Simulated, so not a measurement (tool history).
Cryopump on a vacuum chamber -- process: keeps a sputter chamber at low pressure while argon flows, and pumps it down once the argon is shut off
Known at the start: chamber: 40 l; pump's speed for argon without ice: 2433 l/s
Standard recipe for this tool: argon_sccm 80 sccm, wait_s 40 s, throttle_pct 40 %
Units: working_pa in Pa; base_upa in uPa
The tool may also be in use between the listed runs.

Run 1, hour 0: usual settings. Result: working_pa 0.1566 Pa, base_upa 1.56 uPa.
Run 2, hour 50.9: usual settings. Result: working_pa 0.1577 Pa, base_upa 1.61 uPa.
Run 3, hour 82.1: usual settings. Result: working_pa 0.1603 Pa, base_upa 1.69 uPa.
Run 4, hour 146.8: usual settings. Result: working_pa 0.1662 Pa, base_upa 1.72 uPa.
Run 5, hour 193.4: usual settings. Result: working_pa 0.1688 Pa, base_upa 1.83 uPa.
Run 6, hour 222.5: usual settings. Result: working_pa 0.1704 Pa, base_upa 1.79 uPa.
At hour 264.6: pump warmed up, emptied and cooled again.
Run 7, hour 279.6: usual settings but wait_s 243 s. Result: working_pa 0.1421 Pa, base_upa 0.89 uPa.
Run 8, hour 331.9: usual settings but wait_s 243 s. Result: working_pa 0.1435 Pa, base_upa 0.93 uPa.
Run 9, hour 391.4: usual settings but wait_s 243 s. Result: working_pa 0.144 Pa, base_upa 0.98 uPa.
Run 10, hour 432.3: usual settings but wait_s 26 s. Result: working_pa 0.1459 Pa, base_upa 1.96 uPa.
Run 11, hour 474.7: usual settings but argon_sccm 44 sccm. Result: working_pa 0.0817 Pa, base_upa 1.64 uPa.
Run 12, hour 506.1: usual settings. Result: working_pa 0.1495 Pa, base_upa 1.66 uPa.
Run 13, hour 569.8: usual settings. Result: working_pa 0.1516 Pa, base_upa 1.76 uPa.
Run 14, hour 626.9: usual settings. Result: working_pa 0.1541 Pa, base_upa 1.8 uPa.
Run 15, hour 661: usual settings but throttle_pct 18 %. Result: working_pa 0.3237 Pa, base_upa 1.81 uPa.
Run 16, hour 699.9: usual settings but wait_s 265 s, throttle_pct 18 %. Result: working_pa 0.3284 Pa, base_upa 1.27 uPa.
Run 17, hour 730.8: usual settings but argon_sccm 39 sccm, wait_s 117 s, throttle_pct 24 %. Result: working_pa 0.1223 Pa, base_upa 1.47 uPa.
Run 18, hour 777.2: usual settings but argon_sccm 39 sccm, wait_s 117 s, throttle_pct 24 %. Result: working_pa 0.1253 Pa, base_upa 1.51 uPa.
Run 19, hour 817.7: usual settings but argon_sccm 39 sccm, wait_s 98 s, throttle_pct 24 %. Result: working_pa 0.1256 Pa, base_upa 1.61 uPa.
Run 20, hour 852.6: usual settings but argon_sccm 39 sccm, wait_s 98 s, throttle_pct 24 %. Result: working_pa 0.1248 Pa, base_upa 1.66 uPa.
Run 21, hour 899.6: usual settings but argon_sccm 37 sccm, wait_s 33 s, throttle_pct 24 %. Result: working_pa 0.1217 Pa, base_upa 2.34 uPa.
At hour 912.7: pump warmed up, emptied and cooled again.
Run 22, hour 971.1: usual settings but argon_sccm 37 sccm, wait_s 20 s, throttle_pct 24 %. Result: working_pa 0.1089 Pa, base_upa 2.49 uPa.
Run 23, hour 1003.4: usual settings but argon_sccm 78 sccm, throttle_pct 31 %. Result: working_pa 0.1805 Pa, base_upa 1.73 uPa.
At hour 1040.8: leaking fittings of the chamber tightened, without venting.
Run 24, hour 1044.5: usual settings but argon_sccm 78 sccm, throttle_pct 31 %. Result: working_pa 0.1803 Pa, base_upa 0.94 uPa.
Run 25, hour 1092.8: usual settings but argon_sccm 109 sccm, wait_s 34 s, throttle_pct 28 %. Result: working_pa 0.2825 Pa, base_upa 1.04 uPa.
Run 26, hour 1123.2: usual settings but argon_sccm 109 sccm, wait_s 34 s, throttle_pct 28 %. Result: working_pa 0.2831 Pa, base_upa 1.09 uPa.
Run 27, hour 1186.9: usual settings but argon_sccm 128 sccm, wait_s 29 s, throttle_pct 30 %. Result: working_pa 0.3136 Pa, base_upa 1.22 uPa.
Run 28, hour 1217.4: usual settings but argon_sccm 61 sccm, wait_s 164 s, throttle_pct 30 %. Result: working_pa 0.1519 Pa, base_upa 0.42 uPa.
Run 29, hour 1279.2: usual settings but argon_sccm 37 sccm, wait_s 44 s, throttle_pct 50 %. Result: working_pa 0.0587 Pa, base_upa 0.99 uPa.

Below are 5 alternative next runs, each starting from the tool's condition after run 29. Predict each:
Run A, hour 1325.6: usual settings but wait_s 210 s. Result: working_pa ?, base_upa ?.
Run B, hour 1325.6: usual settings but argon_sccm 32 sccm, throttle_pct 44 %. Result: working_pa ?, base_upa ?.
Run C, hour 1325.6: usual settings but argon_sccm 120 sccm, wait_s 272 s, throttle_pct 18 %. Result: working_pa ?, base_upa ?.
Run D, hour 1325.6: usual settings but argon_sccm 83 sccm. Result: working_pa ?, base_upa ?.
Run E, hour 1325.6: usual settings but argon_sccm 37 sccm, wait_s 95 s, throttle_pct 30 %. Result: working_pa ?, base_upa ?.

run  working_pa  base_upa
  A      0.1577      0.44
  B      0.0577      1.02
  C      0.4937      0.41
  D      0.1655      1.08
  E      0.0947      0.58
Without the tool's unlogged condition, the same runs would have read:
run  working_pa  base_upa
  A      0.1391      0.26
  B      0.0503      0.84
  C      0.4658      0.22
  D      0.1461      0.89
  E      0.0862       0.4
